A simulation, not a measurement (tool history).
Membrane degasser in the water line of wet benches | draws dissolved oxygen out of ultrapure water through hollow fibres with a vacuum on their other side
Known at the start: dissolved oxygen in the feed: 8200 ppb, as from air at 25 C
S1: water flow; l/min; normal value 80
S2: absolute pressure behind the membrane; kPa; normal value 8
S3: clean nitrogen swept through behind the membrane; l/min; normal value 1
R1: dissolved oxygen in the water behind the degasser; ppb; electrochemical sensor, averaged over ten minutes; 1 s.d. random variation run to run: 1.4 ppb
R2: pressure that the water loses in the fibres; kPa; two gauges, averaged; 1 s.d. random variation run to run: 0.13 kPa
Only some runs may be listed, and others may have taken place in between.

run	day	S1	S2	S3	R1	R2
1	0	80	8	1	627.4	26.62
2	1.646	80	8	1	628.9	26.7
3	4.008	80	8	1	631.5	27.12
4	6.196	80	8	0.86	693.2	26.87
5	8.112	80	8	1	633.5	26.65
6	9.367	80	8	1	634.6	26.84
7	10.875	80	8	1	636.5	26.61
8	12.633	80	8	1	634.6	26.69
9	14.642	80	8	1	639.6	26.86
10	16.233	80	8	1	638.8	26.5
11	18.012	80	8	1	637.3	26.66
12	19.388	80	8	1	639.2	26.84
13	21.904	80	8	1	641.9	26.58
14	24.562	80	13.62	1	1289	26.79
15	25.817	80	13.62	1	1287.4	26.68

What does the tool deliver on the next run?
16	27.475	80	13.62	1	?	?

{"run 16": {"R1": 1286, "R2": 26.62}}
Minus the tool's unlogged condition, the same run would have read R1 1256.6 ppb, R2 26.61 kPa.
